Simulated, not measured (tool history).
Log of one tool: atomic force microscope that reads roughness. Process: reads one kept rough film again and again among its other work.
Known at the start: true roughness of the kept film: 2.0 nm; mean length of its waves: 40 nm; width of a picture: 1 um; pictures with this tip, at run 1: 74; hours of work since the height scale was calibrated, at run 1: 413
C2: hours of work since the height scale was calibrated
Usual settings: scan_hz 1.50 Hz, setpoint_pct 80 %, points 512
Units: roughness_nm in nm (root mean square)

run 1 hour=0.0 | scan_hz=1.50 setpoint_pct=80 points=512 | pictures_with_this_tip=74 C2=413 | roughness_nm=1.707
run 2 hour=12.0 | scan_hz=1.50 setpoint_pct=80 points=512 | pictures_with_this_tip=86 C2=421 | roughness_nm=1.700
run 3 hour=19.3 | scan_hz=0.52 setpoint_pct=80 points=512 | pictures_with_this_tip=93 C2=426 | roughness_nm=1.824
run 4 hour=27.4 | scan_hz=1.50 setpoint_pct=80 points=512 | pictures_with_this_tip=100 C2=431 | roughness_nm=1.704
run 5 hour=40.8 | scan_hz=1.50 setpoint_pct=80 points=512 | pictures_with_this_tip=113 C2=439 | roughness_nm=1.716
run 6 hour=56.3 | scan_hz=1.95 setpoint_pct=80 points=512 | pictures_with_this_tip=128 C2=449 | roughness_nm=1.638
run 7 hour=63.8 | scan_hz=1.50 setpoint_pct=71 points=512 | pictures_with_this_tip=135 C2=454 | roughness_nm=1.747
run 8 hour=75.6 | scan_hz=1.50 setpoint_pct=71 points=512 | pictures_with_this_tip=147 C2=461 | roughness_nm=1.755
run 9 hour=87.0 | scan_hz=1.50 setpoint_pct=71 points=512 | pictures_with_this_tip=157 C2=469 | roughness_nm=1.750
-- hour=88.7 new tip fitted
run 10 hour=101.5 | scan_hz=1.50 setpoint_pct=71 points=512 | pictures_with_this_tip=12 C2=478 | roughness_nm=1.826
run 11 hour=112.6 | scan_hz=1.50 setpoint_pct=80 points=512 | pictures_with_this_tip=23 C2=485 | roughness_nm=1.737
run 12 hour=124.7 | scan_hz=1.50 setpoint_pct=80 points=512 | pictures_with_this_tip=34 C2=492 | roughness_nm=1.733
run 13 hour=138.9 | scan_hz=1.50 setpoint_pct=76 points=512 | pictures_with_this_tip=48 C2=501 | roughness_nm=1.777
run 14 hour=154.8 | scan_hz=1.50 setpoint_pct=76 points=512 | pictures_with_this_tip=63 C2=511 | roughness_nm=1.773
run 15 hour=164.7 | scan_hz=1.50 setpoint_pct=76 points=512 | pictures_with_this_tip=72 C2=518 | roughness_nm=1.763
run 16 hour=173.0 | scan_hz=1.50 setpoint_pct=80 points=807 | pictures_with_this_tip=80 C2=523 | roughness_nm=1.727
run 17 hour=184.7 | scan_hz=1.50 setpoint_pct=80 points=807 | pictures_with_this_tip=92 C2=531 | roughness_nm=1.720
run 18 hour=192.3 | scan_hz=1.50 setpoint_pct=80 points=807 | pictures_with_this_tip=99 C2=535 | roughness_nm=1.733
run 19 hour=208.7 | scan_hz=1.50 setpoint_pct=80 points=807 | pictures_with_this_tip=115 C2=546 | roughness_nm=1.701
run 20 hour=224.6 | scan_hz=1.34 setpoint_pct=80 points=512 | pictures_with_this_tip=130 C2=556 | roughness_nm=1.709
run 21 hour=234.7 | scan_hz=1.34 setpoint_pct=80 points=512 | pictures_with_this_tip=140 C2=562 | roughness_nm=1.703
run 22 hour=248.7 | scan_hz=1.50 setpoint_pct=80 points=512 | pictures_with_this_tip=153 C2=571 | roughness_nm=1.688
-- hour=256.3 new tip fitted
run 23 hour=258.5 | scan_hz=1.50 setpoint_pct=80 points=512 | pictures_with_this_tip=2 C2=577 | roughness_nm=1.755
run 24 hour=270.9 | scan_hz=1.50 setpoint_pct=80 points=512 | pictures_with_this_tip=14 C2=585 | roughness_nm=1.755
run 25 hour=285.9 | scan_hz=1.62 setpoint_pct=70 points=458 | pictures_with_this_tip=28 C2=595 | roughness_nm=1.803
run 26 hour=298.4 | scan_hz=1.62 setpoint_pct=70 points=458 | pictures_with_this_tip=40 C2=602 | roughness_nm=1.807
run 27 hour=311.0 | scan_hz=0.58 setpoint_pct=80 points=572 | pictures_with_this_tip=52 C2=610 | roughness_nm=1.842
run 28 hour=321.2 | scan_hz=0.78 setpoint_pct=74 points=512 | pictures_with_this_tip=62 C2=617 | roughness_nm=1.844
run 29 hour=333.6 | scan_hz=1.37 setpoint_pct=66 points=512 | pictures_with_this_tip=74 C2=625 | roughness_nm=1.828
run 30 hour=344.2 | scan_hz=1.37 setpoint_pct=66 points=512 | pictures_with_this_tip=84 C2=632 | roughness_nm=1.823
run 31 hour=357.3 | scan_hz=1.50 setpoint_pct=80 points=512 | pictures_with_this_tip=97 C2=640 | roughness_nm=1.708
run 32 hour=366.3 | scan_hz=2.99 setpoint_pct=56 points=488 | pictures_with_this_tip=105 C2=646 | roughness_nm=1.796
run 33 hour=378.2 | scan_hz=0.89 setpoint_pct=70 points=293 | pictures_with_this_tip=117 C2=653 | roughness_nm=1.808
run 34 hour=393.1 | scan_hz=1.50 setpoint_pct=60 points=512 | pictures_with_this_tip=131 C2=663 | roughness_nm=1.818
run 35 hour=407.8 | scan_hz=2.53 setpoint_pct=80 points=512 | pictures_with_this_tip=145 C2=672 | roughness_nm=1.586
-- hour=423.5 new tip fitted
run 36 hour=425.2 | scan_hz=1.50 setpoint_pct=80 points=570 | pictures_with_this_tip=2 C2=683 | roughness_nm=1.746
run 37 hour=434.2 | scan_hz=1.50 setpoint_pct=80 points=570 | pictures_with_this_tip=11 C2=689 | roughness_nm=1.746
run 38 hour=445.3 | scan_hz=0.53 setpoint_pct=80 points=512 | pictures_with_this_tip=21 C2=696 | roughness_nm=1.869
run 39 hour=456.9 | scan_hz=0.53 setpoint_pct=80 points=512 | pictures_with_this_tip=32 C2=703 | roughness_nm=1.854
run 40 hour=469.0 | scan_hz=0.60 setpoint_pct=80 points=350 | pictures_with_this_tip=44 C2=711 | roughness_nm=1.847
run 41 hour=484.8 | scan_hz=1.50 setpoint_pct=80 points=332 | pictures_with_this_tip=59 C2=721 | roughness_nm=1.724
run 42 hour=501.1 | scan_hz=1.50 setpoint_pct=80 points=332 | pictures_with_this_tip=75 C2=731 | roughness_nm=1.704
run 43 hour=514.9 | scan_hz=2.93 setpoint_pct=78 points=821 | pictures_with_this_tip=88 C2=740 | roughness_nm=1.598
run 44 hour=530.4 | scan_hz=2.93 setpoint_pct=57 points=986 | pictures_with_this_tip=103 C2=750 | roughness_nm=1.809
run 45 hour=538.4 | scan_hz=1.81 setpoint_pct=60 points=473 | pictures_with_this_tip=111 C2=755 | roughness_nm=1.805
run 46 hour=546.2 | scan_hz=1.81 setpoint_pct=60 points=473 | pictures_with_this_tip=118 C2=760 | roughness_nm=1.810
run 47 hour=553.5 | scan_hz=0.90 setpoint_pct=85 points=425 | pictures_with_this_tip=125 C2=764 | roughness_nm=1.741

4 ways to go on from here, each from the tool as it stands after run 47. What would each give?
run A hour=564.8 | scan_hz=0.80 setpoint_pct=75 points=512 | pictures_with_this_tip=136 C2=772 | roughness_nm=?
run B hour=564.8 | scan_hz=1.38 setpoint_pct=84 points=860 | pictures_with_this_tip=136 C2=772 | roughness_nm=?
run C hour=564.8 | scan_hz=3.76 setpoint_pct=85 points=319 | pictures_with_this_tip=136 C2=772 | roughness_nm=?
run D hour=564.8 | scan_hz=3.69 setpoint_pct=74 points=426 | pictures_with_this_tip=136 C2=772 | roughness_nm=?

run=A roughness_nm=1.799
run=B roughness_nm=1.680
run=C roughness_nm=1.402
run=D roughness_nm=1.589
Without the tool's hidden state the same runs would have given:
run=A roughness_nm=1.846
run=B roughness_nm=1.724
run=C roughness_nm=1.438
run=D roughness_nm=1.630

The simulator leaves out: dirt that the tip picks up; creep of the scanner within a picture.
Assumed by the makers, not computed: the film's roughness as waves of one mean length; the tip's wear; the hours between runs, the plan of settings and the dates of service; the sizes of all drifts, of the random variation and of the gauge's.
